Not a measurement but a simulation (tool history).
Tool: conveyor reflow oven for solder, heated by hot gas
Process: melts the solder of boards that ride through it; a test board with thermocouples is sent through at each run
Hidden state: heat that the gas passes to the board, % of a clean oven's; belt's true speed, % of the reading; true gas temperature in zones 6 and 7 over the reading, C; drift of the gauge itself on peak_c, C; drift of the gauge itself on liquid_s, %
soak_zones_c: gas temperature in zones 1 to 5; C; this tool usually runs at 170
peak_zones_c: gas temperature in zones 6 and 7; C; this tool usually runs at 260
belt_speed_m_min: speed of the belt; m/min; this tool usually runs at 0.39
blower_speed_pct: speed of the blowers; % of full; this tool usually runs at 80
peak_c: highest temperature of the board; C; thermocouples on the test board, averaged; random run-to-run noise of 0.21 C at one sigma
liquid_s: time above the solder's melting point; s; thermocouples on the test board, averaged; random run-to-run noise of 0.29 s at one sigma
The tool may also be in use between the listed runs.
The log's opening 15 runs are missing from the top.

run   hour  soak_zones_c  peak_zones_c  belt_speed_m_min  blower_speed_pct  hours of work since the flux was cleaned out  hours of work since the belt drive was overhauled  hours of work since the thermocouples were changed  peak_c  liquid_s
 16  302.2           170           260              0.39                80                                           363                                                561                                                 147   246.9      64.2
 17  316.1           170           260              0.39                80                                           372                                                570                                                 156   247.1      63.8
 18  340.6           183           275             0.332                80                                           387                                                585                                                 171   266.4      98.8
 19  356.7           175           259              0.39                72                                           397                                                595                                                 181   246.2      64.7
 20  374.5           177           260              0.39                60                                           408                                                606                                                 192   245.7      64.5
 21  398.7           177           260              0.39                60                                           423                                                621                                                 207   245.6      63.9
 22  417.6           177           260              0.39                60                                           434                                                633                                                 219   245.7      64.7
     446.1  -- flux residue cleaned out of gas plates and filters
 23  448.5           173           260              0.39                60                                             1                                                649                                                 235   244.9      61.8
 24  459.9           173           260              0.39                60                                             9                                                656                                                 242   245.1        62
 25  475.8           173           260              0.39                60                                            18                                                666                                                 252   245.3        62
 26    492           173           260              0.39                60                                            28                                                676                                                 262   244.8      61.8
 27  514.6           174           260             0.362                80                                            42                                                690                                                 276   249.6        74
 28  540.6           174           260             0.362                80                                            58                                                706                                                 292   249.7      74.1
 29  565.2           170           260             0.348                59                                            74                                                721                                                 307   247.4      72.3
 30    577           170           271              0.39                80                                            81                                                728                                                 314   257.5      72.4
 31  589.9           170           271              0.39                80                                            89                                                736                                                 322   257.4      72.2
 32  613.9           170           254             0.396                80                                           104                                                751                                                 337   241.3      56.9

Each row is a separate what-if for the run after 32, all from the same tool condition, not one after another. Results?
  A  626.2           179           254             0.435                89                                           111                                                759                                                 345       ?         ?
  B  626.2           170           263             0.411                80                                           111                                                759                                                 345       ?         ?
  C  626.2           170           268              0.39                80                                           111                                                759                                                 345       ?         ?

run  peak_c  liquid_s
  A   241.6        55
  B   248.3      61.2
  C   254.3      70.3
With the hidden condition removed and each run's random variation left untouched, the same runs would have given:
run  peak_c  liquid_s
  A   241.6        55
  B   248.3      61.2
  C   254.4      70.3
